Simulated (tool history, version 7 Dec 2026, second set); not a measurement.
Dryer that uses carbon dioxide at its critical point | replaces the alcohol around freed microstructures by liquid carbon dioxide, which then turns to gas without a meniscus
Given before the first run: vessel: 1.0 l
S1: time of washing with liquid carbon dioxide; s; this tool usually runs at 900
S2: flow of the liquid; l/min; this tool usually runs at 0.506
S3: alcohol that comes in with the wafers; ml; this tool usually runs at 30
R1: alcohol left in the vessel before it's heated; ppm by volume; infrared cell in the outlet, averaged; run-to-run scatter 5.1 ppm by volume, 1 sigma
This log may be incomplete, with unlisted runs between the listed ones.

| run | day | S1 | S2 | S3 | R1 |
|---|---|---|---|---|---|
| 1 | 0.000 | 900 | 0.506 | 30 | 129 |
| 2 | 0.417 | 900 | 0.506 | 30 | 140 |
| 3 | 1.017 | 900 | 0.506 | 30 | 142 |
| 4 | 1.467 | 900 | 0.506 | 30 | 143 |
| 5 | 2.083 | 900 | 0.506 | 30 | 128 |
| 6 | 2.612 | 900 | 0.506 | 30 | 134 |
| 7 | 3.350 | 780 | 0.506 | 30 | 262 |
| 8 | 3.679 | 780 | 0.506 | 30 | 282 |
| 9 | 4.112 | 900 | 0.488 | 30 | 166 |
| 10 | 4.688 | 900 | 0.488 | 30 | 174 |
| 11 | 5.333 | 900 | 0.506 | 30 | 156 |
| 12 | 5.846 | 900 | 0.506 | 30 | 147 |
|  | 6.279 | inlet filter changed |
| 13 | 6.300 | 900 | 0.506 | 30 | 99 |
| 14 | 7.046 | 900 | 0.506 | 30 | 101 |
| 15 | 7.650 | 900 | 0.506 | 51 | 166 |
| 16 | 8.383 | 900 | 0.506 | 51 | 159 |
| 17 | 8.750 | 900 | 0.506 | 51 | 170 |
| 18 | 9.150 | 900 | 0.506 | 51 | 150 |
| 19 | 9.850 | 960 | 0.572 | 94 | 104 |
| 20 | 10.583 | 1380 | 0.701 | 32 | 30 |
| 21 | 11.121 | 1380 | 0.306 | 46 | 211 |
| 22 | 11.846 | 1380 | 0.306 | 46 | 230 |
| 23 | 12.196 | 1320 | 0.306 | 70 | 388 |
| 24 | 12.783 | 840 | 0.499 | 24 | 138 |
| 25 | 13.108 | 660 | 0.506 | 37 | 518 |

3 ways to go on from here, each from the tool as it stands after run 25. What would each give?
| A | 13.875 | 960 | 0.423 | 101 | ? |
| B | 13.875 | 660 | 0.330 | 37 | ? |
| C | 13.875 | 900 | 0.506 | 26 | ? |

| run | R1 |
|---|---|
| A | 536 |
| B | 2140 |
| C | 114 |
What these runs would have given with no unlogged condition in the tool:
| run | R1 |
|---|---|
| A | 459 |
| B | 2012 |
| C | 71 |
